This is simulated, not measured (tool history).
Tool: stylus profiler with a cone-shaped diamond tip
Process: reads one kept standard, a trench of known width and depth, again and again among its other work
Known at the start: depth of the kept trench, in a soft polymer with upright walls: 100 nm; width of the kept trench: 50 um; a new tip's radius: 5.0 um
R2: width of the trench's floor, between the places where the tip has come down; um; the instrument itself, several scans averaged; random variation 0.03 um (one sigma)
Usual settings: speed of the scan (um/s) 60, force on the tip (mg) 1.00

{"run": 1, "hour": 0.0, "speed of the scan (um/s)": 60, "force on the tip (mg)": 1.0, "depth of the trench (Å)": 1010.8, "R2": 47.58}
{"run": 2, "hour": 76.2, "speed of the scan (um/s)": 60, "force on the tip (mg)": 1.0, "depth of the trench (Å)": 1011.4, "R2": 47.56}
{"run": 3, "hour": 150.0, "speed of the scan (um/s)": 60, "force on the tip (mg)": 1.0, "depth of the trench (Å)": 1011.5, "R2": 47.54}
{"run": 4, "hour": 215.5, "speed of the scan (um/s)": 60, "force on the tip (mg)": 0.98, "depth of the trench (Å)": 1011.1, "R2": 47.46}
{"hour": 275.6, "done": "height scale calibrated on a step standard"}
{"run": 5, "hour": 277.8, "speed of the scan (um/s)": 60, "force on the tip (mg)": 1.0, "depth of the trench (Å)": 1014.0, "R2": 47.54}
{"run": 6, "hour": 352.1, "speed of the scan (um/s)": 29, "force on the tip (mg)": 1.0, "depth of the trench (Å)": 1014.7, "R2": 47.58}
{"run": 7, "hour": 389.9, "speed of the scan (um/s)": 29, "force on the tip (mg)": 0.38, "depth of the trench (Å)": 1010.5, "R2": 47.52}
{"hour": 414.3, "done": "height scale calibrated on a step standard, once more"}
{"run": 8, "hour": 466.7, "speed of the scan (um/s)": 29, "force on the tip (mg)": 0.38, "depth of the trench (Å)": 1004.3, "R2": 47.54}
{"run": 9, "hour": 512.6, "speed of the scan (um/s)": 56, "force on the tip (mg)": 1.0, "depth of the trench (Å)": 1007.5, "R2": 47.47}
{"run": 10, "hour": 564.2, "speed of the scan (um/s)": 60, "force on the tip (mg)": 1.0, "depth of the trench (Å)": 1007.6, "R2": 47.43}
{"run": 11, "hour": 611.4, "speed of the scan (um/s)": 60, "force on the tip (mg)": 1.0, "depth of the trench (Å)": 1008.0, "R2": 47.42}
{"run": 12, "hour": 663.5, "speed of the scan (um/s)": 60, "force on the tip (mg)": 2.66, "depth of the trench (Å)": 1014.3, "R2": 47.47}
{"run": 13, "hour": 740.4, "speed of the scan (um/s)": 60, "force on the tip (mg)": 2.66, "depth of the trench (Å)": 1014.6, "R2": 47.46}
{"run": 14, "hour": 794.6, "speed of the scan (um/s)": 60, "force on the tip (mg)": 2.66, "depth of the trench (Å)": 1014.9, "R2": 47.42}
{"run": 15, "hour": 860.9, "speed of the scan (um/s)": 60, "force on the tip (mg)": 2.66, "depth of the trench (Å)": 1015.4, "R2": 47.5}
{"run": 16, "hour": 899.3, "speed of the scan (um/s)": 60, "force on the tip (mg)": 2.66, "depth of the trench (Å)": 1015.3, "R2": 47.44}
{"run": 17, "hour": 933.4, "speed of the scan (um/s)": 126, "force on the tip (mg)": 1.0, "depth of the trench (Å)": 1008.5, "R2": 47.2}
{"run": 18, "hour": 971.1, "speed of the scan (um/s)": 60, "force on the tip (mg)": 1.0, "depth of the trench (Å)": 1008.5, "R2": 47.42}
{"run": 19, "hour": 1044.5, "speed of the scan (um/s)": 60, "force on the tip (mg)": 1.0, "depth of the trench (Å)": 1008.5, "R2": 47.39}
{"run": 20, "hour": 1104.7, "speed of the scan (um/s)": 96, "force on the tip (mg)": 0.67, "depth of the trench (Å)": 1007.0, "R2": 47.21}
{"run": 21, "hour": 1148.4, "speed of the scan (um/s)": 96, "force on the tip (mg)": 0.67, "depth of the trench (Å)": 1007.5, "R2": 47.18}
{"run": 22, "hour": 1205.1, "speed of the scan (um/s)": 96, "force on the tip (mg)": 0.67, "depth of the trench (Å)": 1007.4, "R2": 47.14}
{"run": 23, "hour": 1257.3, "speed of the scan (um/s)": 33, "force on the tip (mg)": 0.74, "depth of the trench (Å)": 1008.2, "R2": 47.42}
{"run": 24, "hour": 1331.5, "speed of the scan (um/s)": 33, "force on the tip (mg)": 0.74, "depth of the trench (Å)": 1007.6, "R2": 47.38}
{"run": 25, "hour": 1363.5, "speed of the scan (um/s)": 85, "force on the tip (mg)": 1.0, "depth of the trench (Å)": 1009.5, "R2": 47.27}
{"run": 26, "hour": 1426.9, "speed of the scan (um/s)": 85, "force on the tip (mg)": 1.0, "depth of the trench (Å)": 1009.6, "R2": 47.26}

Forecast run 27:
{"run": 27, "hour": 1498.0, "speed of the scan (um/s)": 64, "force on the tip (mg)": 1.35, "depth of the trench (Å)": "?", "R2": "?"}

depth of the trench (Å): 1011.8
R2: 47.29 um
Without the tool's hidden state the same run would have given depth of the trench (Å) 1009.3, R2 47.83 um.
